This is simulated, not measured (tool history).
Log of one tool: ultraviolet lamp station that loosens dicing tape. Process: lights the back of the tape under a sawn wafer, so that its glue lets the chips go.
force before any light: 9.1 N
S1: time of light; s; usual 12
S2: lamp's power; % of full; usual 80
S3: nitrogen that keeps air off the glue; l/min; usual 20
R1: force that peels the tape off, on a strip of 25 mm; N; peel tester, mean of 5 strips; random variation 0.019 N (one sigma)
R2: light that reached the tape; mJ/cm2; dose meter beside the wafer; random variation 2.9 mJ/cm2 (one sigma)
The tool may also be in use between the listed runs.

run	hour	S1	S2	S3	R1	R2
1	0	12	80	20	1.078	393
2	24.7	17	80	20	0.52	553
3	48.9	17	80	20	0.504	556
4	94.6	17	80	20	0.53	548
5	125.4	17	80	20	0.55	546
6	149.3	12	72	20	1.351	344
7	179	8	80	20	2.226	254
8	203.9	8	80	20	2.209	253
9	244.8	12	80	20	1.147	377
10	276.5	6	80	20	3.154	183
11	320.6	12	80	20	1.199	372
12	347.8	12	80	20	1.208	363
13	386.5	12	80	20	1.261	361
14	418.1	12	80	20	1.255	360
15	457.6	12	75	20	1.401	337
16	497	12	75	20	1.416	329
17	535.6	12	67	20	1.681	296
18	563.7	12	80	25	1.219	349
19	599.8	12	80	25	1.193	348
20	627.3	12	80	25	1.253	339
21	664.7	8	80	20	2.495	230
22	708.7	21	88	20	0.386	650
23	749.7	8	79	11	3.064	226
24	772.1	14	83	14	1.131	399
25	805.4	14	83	14	1.175	401
26	847.5	6	86	10	3.844	177
# hour 853.8: window cleaned of glue's vapour
27	869.6	22	79	34	0.329	629
28	907.4	10	66	15	2.578	237
29	929.6	12	72	11	2.055	313
30	951.4	6	72	7	4.559	151
31	988.9	12	64	7	2.774	268
32	1022.3	8	66	31	2.918	183
33	1048.3	8	66	31	2.805	183
34	1071.9	10	80	20	1.881	276
35	1108.3	12	82	20	1.362	340
36	1143.1	12	82	20	1.431	334
37	1168.3	14	61	9	2.279	290
38	1213.1	16	97	11	0.795	523
39	1256	15	66	19	1.474	329
40	1277.8	15	66	19	1.491	321
41	1314.5	15	66	19	1.552	324
42	1347.3	15	77	19	1.175	378

4 ways to go on from here, each from the tool as it stands after run 42. What would each give?
A	1386.9	15	77	19	?	?
B	1386.9	15	73	30	?	?
C	1386.9	15	77	21	?	?
D	1386.9	15	70	19	?	?

run	R1	R2
A	1.198	369
B	1.116	353
C	1.154	377
D	1.413	338
Without the tool's hidden state the same runs would have given:
run	R1	R2
A	0.643	503
B	0.595	479
C	0.62	511
D	0.784	459
